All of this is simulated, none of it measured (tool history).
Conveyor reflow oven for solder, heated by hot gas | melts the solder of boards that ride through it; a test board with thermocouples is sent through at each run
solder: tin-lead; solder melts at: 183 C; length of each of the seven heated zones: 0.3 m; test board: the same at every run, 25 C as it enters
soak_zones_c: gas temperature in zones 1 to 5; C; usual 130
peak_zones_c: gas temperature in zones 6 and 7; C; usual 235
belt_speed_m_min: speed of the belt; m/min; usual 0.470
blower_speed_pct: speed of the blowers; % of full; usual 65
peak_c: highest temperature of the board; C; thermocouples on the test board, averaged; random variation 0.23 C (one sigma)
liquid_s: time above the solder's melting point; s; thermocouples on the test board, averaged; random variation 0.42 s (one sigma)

{"run": 1, "day": 0.0, "soak_zones_c": 130, "peak_zones_c": 235, "belt_speed_m_min": 0.47, "blower_speed_pct": 65, "peak_c": 213.7, "liquid_s": 50.6}
{"run": 2, "day": 1.054, "soak_zones_c": 130, "peak_zones_c": 235, "belt_speed_m_min": 0.522, "blower_speed_pct": 65, "peak_c": 208.9, "liquid_s": 40.7}
{"run": 3, "day": 1.879, "soak_zones_c": 130, "peak_zones_c": 235, "belt_speed_m_min": 0.522, "blower_speed_pct": 65, "peak_c": 208.8, "liquid_s": 41.7}
{"run": 4, "day": 3.017, "soak_zones_c": 130, "peak_zones_c": 235, "belt_speed_m_min": 0.444, "blower_speed_pct": 65, "peak_c": 215.3, "liquid_s": 56.4}
{"run": 5, "day": 3.75, "soak_zones_c": 130, "peak_zones_c": 235, "belt_speed_m_min": 0.444, "blower_speed_pct": 65, "peak_c": 215.4, "liquid_s": 56.3}
{"run": 6, "day": 4.567, "soak_zones_c": 130, "peak_zones_c": 235, "belt_speed_m_min": 0.444, "blower_speed_pct": 65, "peak_c": 215.4, "liquid_s": 55.8}
{"run": 7, "day": 5.308, "soak_zones_c": 130, "peak_zones_c": 235, "belt_speed_m_min": 0.444, "blower_speed_pct": 65, "peak_c": 215.5, "liquid_s": 56.7}
{"run": 8, "day": 5.996, "soak_zones_c": 130, "peak_zones_c": 235, "belt_speed_m_min": 0.444, "blower_speed_pct": 65, "peak_c": 215.2, "liquid_s": 56.6}
{"run": 9, "day": 6.792, "soak_zones_c": 130, "peak_zones_c": 235, "belt_speed_m_min": 0.444, "blower_speed_pct": 65, "peak_c": 215.3, "liquid_s": 56.4}
{"day": 7.308, "done": "flux residue cleaned out of gas plates and filters"}
{"run": 10, "day": 7.608, "soak_zones_c": 130, "peak_zones_c": 235, "belt_speed_m_min": 0.444, "blower_speed_pct": 65, "peak_c": 214.2, "liquid_s": 54.0}
{"run": 11, "day": 8.396, "soak_zones_c": 130, "peak_zones_c": 235, "belt_speed_m_min": 0.444, "blower_speed_pct": 65, "peak_c": 213.6, "liquid_s": 54.7}
{"run": 12, "day": 9.325, "soak_zones_c": 125, "peak_zones_c": 235, "belt_speed_m_min": 0.419, "blower_speed_pct": 65, "peak_c": 215.3, "liquid_s": 57.8}
{"run": 13, "day": 10.125, "soak_zones_c": 136, "peak_zones_c": 233, "belt_speed_m_min": 0.39, "blower_speed_pct": 51, "peak_c": 212.7, "liquid_s": 63.6}
{"day": 10.721, "done": "flux residue cleaned out of gas plates and filters, once more"}
{"run": 14, "day": 10.883, "soak_zones_c": 123, "peak_zones_c": 235, "belt_speed_m_min": 0.388, "blower_speed_pct": 80, "peak_c": 225.0, "liquid_s": 72.4}
{"day": 11.525, "done": "thermocouples of zones 6 and 7 changed"}
{"run": 15, "day": 11.933, "soak_zones_c": 123, "peak_zones_c": 241, "belt_speed_m_min": 0.388, "blower_speed_pct": 80, "peak_c": 228.7, "liquid_s": 75.8}
{"run": 16, "day": 12.971, "soak_zones_c": 141, "peak_zones_c": 236, "belt_speed_m_min": 0.419, "blower_speed_pct": 80, "peak_c": 223.6, "liquid_s": 72.9}
{"run": 17, "day": 13.942, "soak_zones_c": 137, "peak_zones_c": 227, "belt_speed_m_min": 0.523, "blower_speed_pct": 76, "peak_c": 207.9, "liquid_s": 42.8}
{"run": 18, "day": 14.429, "soak_zones_c": 137, "peak_zones_c": 249, "belt_speed_m_min": 0.523, "blower_speed_pct": 54, "peak_c": 215.1, "liquid_s": 49.0}
{"run": 19, "day": 15.204, "soak_zones_c": 137, "peak_zones_c": 249, "belt_speed_m_min": 0.523, "blower_speed_pct": 54, "peak_c": 215.0, "liquid_s": 48.5}

The same runs without the tool's hidden state, with the same run-to-run variation:
The hidden state here: heat that the gas passes to the board, % of a clean oven's; belt's true speed, % of the reading; true gas temperature in zones 6 and 7 over the reading, C; drift of the gauge itself on peak_c, C; drift of the gauge itself on liquid_s, %.
run=1 peak_c=213.3 liquid_s=50.0
run=2 peak_c=208.7 liquid_s=40.4
run=3 peak_c=208.6 liquid_s=41.4
run=4 peak_c=214.9 liquid_s=55.8
run=5 peak_c=215.1 liquid_s=55.7
run=6 peak_c=215.0 liquid_s=55.2
run=7 peak_c=215.2 liquid_s=56.2
run=8 peak_c=215.0 liquid_s=56.1
run=9 peak_c=215.0 liquid_s=55.9
run=10 peak_c=215.1 liquid_s=54.8
run=11 peak_c=214.6 liquid_s=55.6
run=12 peak_c=216.2 liquid_s=58.7
run=13 peak_c=212.9 liquid_s=63.6
run=14 peak_c=222.9 liquid_s=70.0
run=15 peak_c=228.8 liquid_s=75.0
run=16 peak_c=223.8 liquid_s=72.1
run=17 peak_c=208.1 liquid_s=42.4
run=18 peak_c=215.1 liquid_s=48.4
run=19 peak_c=215.1 liquid_s=47.9
